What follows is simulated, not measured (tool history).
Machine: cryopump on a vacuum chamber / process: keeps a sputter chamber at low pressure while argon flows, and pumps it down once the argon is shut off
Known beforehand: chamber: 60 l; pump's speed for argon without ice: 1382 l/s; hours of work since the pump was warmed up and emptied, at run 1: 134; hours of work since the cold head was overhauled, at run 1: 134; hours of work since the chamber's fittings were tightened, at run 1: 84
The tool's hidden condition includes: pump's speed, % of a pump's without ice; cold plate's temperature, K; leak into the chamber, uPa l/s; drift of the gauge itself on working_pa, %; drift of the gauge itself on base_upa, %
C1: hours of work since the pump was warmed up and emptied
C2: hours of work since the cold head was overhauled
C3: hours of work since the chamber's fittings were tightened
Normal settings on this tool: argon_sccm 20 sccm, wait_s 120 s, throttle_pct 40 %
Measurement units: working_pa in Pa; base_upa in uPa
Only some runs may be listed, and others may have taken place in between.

Run 1, hour 0.0: usual settings; C1 134; C2 134; C3 84. Result: working_pa 0.0626 Pa, base_upa 0.64 uPa.
Run 2, hour 31.5: usual settings but throttle_pct 47 %; C1 152; C2 152; C3 102. Result: working_pa 0.0530 Pa, base_upa 0.70 uPa.
Run 3, hour 49.0: usual settings but throttle_pct 47 %; C1 162; C2 162; C3 112. Result: working_pa 0.0525 Pa, base_upa 0.67 uPa.
Run 4, hour 78.9: usual settings; C1 179; C2 179; C3 130. Result: working_pa 0.0628 Pa, base_upa 0.69 uPa.
Run 5, hour 103.1: usual settings; C1 193; C2 193; C3 144. Result: working_pa 0.0629 Pa, base_upa 0.70 uPa.
Run 6, hour 129.4: usual settings; C1 208; C2 208; C3 159. Result: working_pa 0.0637 Pa, base_upa 0.71 uPa.
Run 7, hour 149.8: usual settings but wait_s 102 s; C1 220; C2 220; C3 170. Result: working_pa 0.0628 Pa, base_upa 0.81 uPa.
Run 8, hour 176.7: usual settings but throttle_pct 15 %; C1 235; C2 235; C3 186. Result: working_pa 0.1652 Pa, base_upa 0.74 uPa.
Run 9, hour 196.1: usual settings but argon_sccm 15 sccm, throttle_pct 15 %; C1 247; C2 247; C3 197. Result: working_pa 0.1232 Pa, base_upa 0.76 uPa.
Run 10, hour 213.1: usual settings but argon_sccm 15 sccm, throttle_pct 15 %; C1 256; C2 256; C3 207. Result: working_pa 0.1239 Pa, base_upa 0.74 uPa.
Run 11, hour 246.8: usual settings but throttle_pct 37 %; C1 276; C2 276; C3 226. Result: working_pa 0.0680 Pa, base_upa 0.76 uPa.
Run 12, hour 263.5: usual settings but argon_sccm 11 sccm, wait_s 130 s; C1 286; C2 286; C3 236. Result: working_pa 0.0338 Pa, base_upa 0.72 uPa.
Run 13, hour 295.9: usual settings but argon_sccm 11 sccm, throttle_pct 26 %; C1 304; C2 304; C3 255. Result: working_pa 0.0523 Pa, base_upa 0.80 uPa.
Run 14, hour 315.2: usual settings but argon_sccm 27 sccm, wait_s 26 s, throttle_pct 22 %; C1 315; C2 315; C3 266. Result: working_pa 0.1523 Pa, base_upa 2.08 uPa.
Run 15, hour 333.4: usual settings but argon_sccm 27 sccm, wait_s 26 s, throttle_pct 22 %; C1 326; C2 326; C3 276. Result: working_pa 0.1539 Pa, base_upa 2.14 uPa.
Run 16, hour 366.7: usual settings but argon_sccm 18 sccm, wait_s 47 s, throttle_pct 33 %; C1 345; C2 345; C3 296. Result: working_pa 0.0696 Pa, base_upa 1.45 uPa.
Run 17, hour 397.9: usual settings but argon_sccm 23 sccm, throttle_pct 36 %; C1 363; C2 363; C3 314. Result: working_pa 0.0820 Pa, base_upa 0.81 uPa.
Run 18, hour 425.9: usual settings but argon_sccm 23 sccm, throttle_pct 36 %; C1 379; C2 379; C3 330. Result: working_pa 0.0814 Pa, base_upa 0.83 uPa.
Run 19, hour 454.7: usual settings but argon_sccm 23 sccm, throttle_pct 36 %; C1 396; C2 396; C3 346. Result: working_pa 0.0820 Pa, base_upa 0.79 uPa.

3 ways to go on from here, each from the tool as it stands after run 19. What would each give?
Run A, hour 472.7: usual settings but argon_sccm 25 sccm, throttle_pct 36 %; C1 406; C2 406; C3 357. Result: working_pa ?, base_upa ?.
Run B, hour 472.7: usual settings but argon_sccm 19 sccm, wait_s 23 s, throttle_pct 35 %; C1 406; C2 406; C3 357. Result: working_pa ?, base_upa ?.
Run C, hour 472.7: usual settings but argon_sccm 23 sccm, wait_s 77 s, throttle_pct 26 %; C1 406; C2 406; C3 357. Result: working_pa ?, base_upa ?.

run  working_pa  base_upa
  A      0.0887      0.82
  B      0.0694      2.40
  C      0.1121      1.05
With the hidden condition removed and each run's random variation left untouched, the same runs would have given:
run  working_pa  base_upa
  A      0.0850      0.56
  B      0.0667      2.15
  C      0.1087      0.80

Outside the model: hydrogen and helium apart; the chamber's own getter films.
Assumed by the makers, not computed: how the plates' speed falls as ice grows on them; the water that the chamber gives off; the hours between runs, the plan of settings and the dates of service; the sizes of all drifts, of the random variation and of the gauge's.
